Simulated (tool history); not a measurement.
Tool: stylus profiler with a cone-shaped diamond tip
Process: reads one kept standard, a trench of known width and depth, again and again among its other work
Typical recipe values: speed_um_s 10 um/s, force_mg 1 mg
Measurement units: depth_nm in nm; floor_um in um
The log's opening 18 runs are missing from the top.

run    hour  speed_um_s  force_mg  scans with this tip  hours of work since the height scale was calibrated  depth_nm  floor_um
 19  1074.5          39      1.51                 8998                                                  499     506.3     25.98
 20  1139.7          39      1.51                 9179                                                  544    506.34     26.04
 21  1172.7          39      1.51                 9271                                                  566    506.51     26.06
 22  1204.3          10         1                 9358                                                  588    505.27      26.2
 23  1247.8          10         1                 9479                                                  618    505.16     26.25
 24  1309.4          10      2.92                 9650                                                  661    509.36     26.31
 25  1349.7           3       0.6                 9762                                                  688    504.54     26.25
 26  1409.1          16      0.63                 9926                                                  729    504.73     26.07
 27  1457.8           5      0.46                10061                                                  763    504.03     26.24
 28  1531.3           3      0.46                10265                                                  814    504.28     26.28
 29  1588.6           3      0.46                10424                                                  853    504.56     26.24
 30  1648.1          10      2.39                10589                                                  894    509.14     26.21
 31  1692.1          34      0.35                10711                                                  925    504.44     25.66
 32  1747.6           7      1.72                10864                                                  963    507.91     26.19

Run 33, settings as shown, results not yet in. Your forecast:
 33  1793.9           7      1.72                10993                                                  995         ?         ?

{"run 33": {"depth_nm": 507.68, "floor_um": 26.16}}
If the tool had no hidden condition, the same run with the same run-to-run variation would have returned depth_nm 505.12 nm, floor_um 26.91 um.
